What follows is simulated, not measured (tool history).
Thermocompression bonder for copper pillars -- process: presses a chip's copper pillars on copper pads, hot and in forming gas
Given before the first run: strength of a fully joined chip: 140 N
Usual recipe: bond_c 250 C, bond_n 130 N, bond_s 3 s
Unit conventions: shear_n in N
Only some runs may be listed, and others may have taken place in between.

run 1 day=0.000 | bond_c=250 bond_n=130 bond_s=3 | shear_n=69.7
run 2 day=1.046 | bond_c=250 bond_n=166 bond_s=3 | shear_n=80.0
run 3 day=1.833 | bond_c=250 bond_n=166 bond_s=3 | shear_n=77.5
run 4 day=2.983 | bond_c=250 bond_n=133 bond_s=3 | shear_n=69.8
run 5 day=3.671 | bond_c=250 bond_n=133 bond_s=3 | shear_n=69.2
run 6 day=4.496 | bond_c=250 bond_n=130 bond_s=3 | shear_n=68.4
run 7 day=5.175 | bond_c=250 bond_n=130 bond_s=3 | shear_n=69.1
run 8 day=6.062 | bond_c=252 bond_n=130 bond_s=3 | shear_n=69.7
run 9 day=6.833 | bond_c=250 bond_n=130 bond_s=3 | shear_n=68.2
run 10 day=7.708 | bond_c=250 bond_n=122 bond_s=3 | shear_n=65.7
run 11 day=9.075 | bond_c=250 bond_n=122 bond_s=3 | shear_n=64.9
run 12 day=10.071 | bond_c=250 bond_n=130 bond_s=4 | shear_n=76.3
run 13 day=11.133 | bond_c=250 bond_n=130 bond_s=8 | shear_n=91.1
run 14 day=12.246 | bond_c=250 bond_n=130 bond_s=8 | shear_n=90.7
run 15 day=13.192 | bond_c=250 bond_n=130 bond_s=3 | shear_n=67.7
run 16 day=14.462 | bond_c=250 bond_n=130 bond_s=3 | shear_n=66.6
-- day=14.767 forming gas filter changed
run 17 day=15.721 | bond_c=250 bond_n=130 bond_s=3 | shear_n=72.4
run 18 day=16.942 | bond_c=255 bond_n=130 bond_s=3 | shear_n=75.8
run 19 day=17.662 | bond_c=251 bond_n=130 bond_s=3 | shear_n=74.2
run 20 day=18.283 | bond_c=259 bond_n=130 bond_s=3 | shear_n=79.1
run 21 day=19.638 | bond_c=259 bond_n=101 bond_s=3 | shear_n=68.6
run 22 day=20.492 | bond_c=259 bond_n=101 bond_s=3 | shear_n=68.3
run 23 day=21.521 | bond_c=259 bond_n=101 bond_s=3 | shear_n=66.9
run 24 day=22.329 | bond_c=259 bond_n=101 bond_s=3 | shear_n=68.0
run 25 day=23.504 | bond_c=259 bond_n=101 bond_s=3 | shear_n=67.9
run 26 day=24.750 | bond_c=270 bond_n=130 bond_s=2 | shear_n=74.3
run 27 day=25.921 | bond_c=270 bond_n=130 bond_s=2 | shear_n=74.5
run 28 day=26.900 | bond_c=270 bond_n=184 bond_s=6 | shear_n=113.3
-- day=27.025 force cell calibrated
-- day=27.333 heater calibrated with a thermocouple chip
run 29 day=28.196 | bond_c=264 bond_n=164 bond_s=3 | shear_n=83.7
run 30 day=28.796 | bond_c=264 bond_n=164 bond_s=3 | shear_n=84.8
run 31 day=29.712 | bond_c=264 bond_n=164 bond_s=3 | shear_n=84.0
run 32 day=30.454 | bond_c=264 bond_n=164 bond_s=3 | shear_n=82.3
run 33 day=31.083 | bond_c=250 bond_n=132 bond_s=6 | shear_n=83.5
run 34 day=32.308 | bond_c=263 bond_n=91 bond_s=7 | shear_n=79.7
run 35 day=33.671 | bond_c=256 bond_n=130 bond_s=3 | shear_n=69.4
run 36 day=34.329 | bond_c=256 bond_n=130 bond_s=3 | shear_n=68.0
-- day=35.054 force cell calibrated, once more
run 37 day=35.575 | bond_c=277 bond_n=195 bond_s=4 | shear_n=106.7
run 38 day=36.175 | bond_c=237 bond_n=130 bond_s=7 | shear_n=81.0

Estimate the outcome of run 39 from the log above:
run 39 day=37.242 | bond_c=223 bond_n=130 bond_s=3 | shear_n=?

shear_n: 51.8 N
With no hidden state in the tool, this same run would have given shear_n 53.2 N.

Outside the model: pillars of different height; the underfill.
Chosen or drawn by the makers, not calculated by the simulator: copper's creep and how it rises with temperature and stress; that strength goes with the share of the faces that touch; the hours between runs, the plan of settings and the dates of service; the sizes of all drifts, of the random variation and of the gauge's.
